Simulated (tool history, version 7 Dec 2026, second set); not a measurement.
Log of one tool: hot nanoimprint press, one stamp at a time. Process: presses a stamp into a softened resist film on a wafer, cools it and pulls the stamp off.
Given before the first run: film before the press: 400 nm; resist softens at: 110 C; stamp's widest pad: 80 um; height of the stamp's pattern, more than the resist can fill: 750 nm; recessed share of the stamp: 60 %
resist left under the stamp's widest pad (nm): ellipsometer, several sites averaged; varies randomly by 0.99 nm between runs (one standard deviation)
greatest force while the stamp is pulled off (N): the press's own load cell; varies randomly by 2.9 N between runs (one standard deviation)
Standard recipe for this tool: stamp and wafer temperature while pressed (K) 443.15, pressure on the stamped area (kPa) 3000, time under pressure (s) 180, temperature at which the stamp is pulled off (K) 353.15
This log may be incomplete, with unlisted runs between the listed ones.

| run | hour | stamp and wafer temperature while pressed (K) | pressure on the stamped area (kPa) | time under pressure (s) | temperature at which the stamp is pulled off (K) | resist left under the stamp's widest pad (nm) | greatest force while the stamp is pulled off (N) |
|---|---|---|---|---|---|---|---|
| 1 | 0 | 443.15 | 3000 | 180 | 353.15 | 141.7 | 150 |
| 2 | 24.1 | 443.15 | 3000 | 180 | 353.15 | 142.1 | 161 |
| 3 | 51.8 | 443.15 | 3000 | 180 | 353.15 | 142.2 | 157 |
| 4 | 82.1 | 449.15 | 3000 | 180 | 353.15 | 114.9 | 161 |
| 5 | 105.1 | 443.15 | 3000 | 180 | 353.15 | 141.9 | 172 |
| 6 | 125.7 | 443.15 | 2940 | 180 | 353.15 | 141.4 | 165 |
| 7 | 151.8 | 443.15 | 2940 | 180 | 353.15 | 141.6 | 170 |
| 8 | 169.9 | 443.15 | 2500 | 180 | 353.15 | 154.2 | 170 |
| 9 | 185 | 443.15 | 2500 | 180 | 353.15 | 154.4 | 170 |
| 10 | 216.2 | 439.15 | 1980 | 199 | 349.15 | 188.2 | 184 |
| 11 | 233.8 | 449.15 | 2060 | 354 | 343.15 | 101.1 | 221 |
| 12 | 247.3 | 452.15 | 1830 | 236 | 354.15 | 114 | 177 |
| 13 | 261.7 | 454.15 | 2140 | 97 | 354.15 | 145.1 | 166 |
|  | 295.1 | stamp cleaned and given a new release coat |
| 14 | 295.1 | 443.15 | 3530 | 180 | 353.15 | 128.5 | 137 |
| 15 | 325.1 | 443.15 | 3530 | 180 | 353.15 | 128.9 | 143 |
| 16 | 350.8 | 454.15 | 3000 | 180 | 353.15 | 95.1 | 139 |
| 17 | 371.1 | 443.15 | 3070 | 180 | 353.15 | 137.5 | 138 |
| 18 | 401.1 | 443.15 | 4170 | 115 | 353.15 | 142.9 | 148 |

Consider 4 possible next runs. They are alternatives, not a sequence: every one starts from the tool as it was left by run 18. What does each give?
| A | 418.8 | 443.15 | 4170 | 334 | 345.15 | ? | ? |
| B | 418.8 | 451.15 | 3000 | 115 | 353.15 | ? | ? |
| C | 418.8 | 441.15 | 3650 | 180 | 338.15 | ? | ? |
| D | 418.8 | 443.15 | 1890 | 151 | 353.15 | ? | ? |

| run | resist left under the stamp's widest pad (nm) | greatest force while the stamp is pulled off (N) |
|---|---|---|
| A | 89.3 | 168 |
| B | 124.8 | 141 |
| C | 132.3 | 198 |
| D | 181 | 142 |
Had the tool no hidden state, the same runs would have come out as:
| run | resist left under the stamp's widest pad (nm) | greatest force while the stamp is pulled off (N) |
|---|---|---|
| A | 92.2 | 161 |
| B | 128.4 | 136 |
| C | 136.7 | 188 |
| D | 186.6 | 136 |
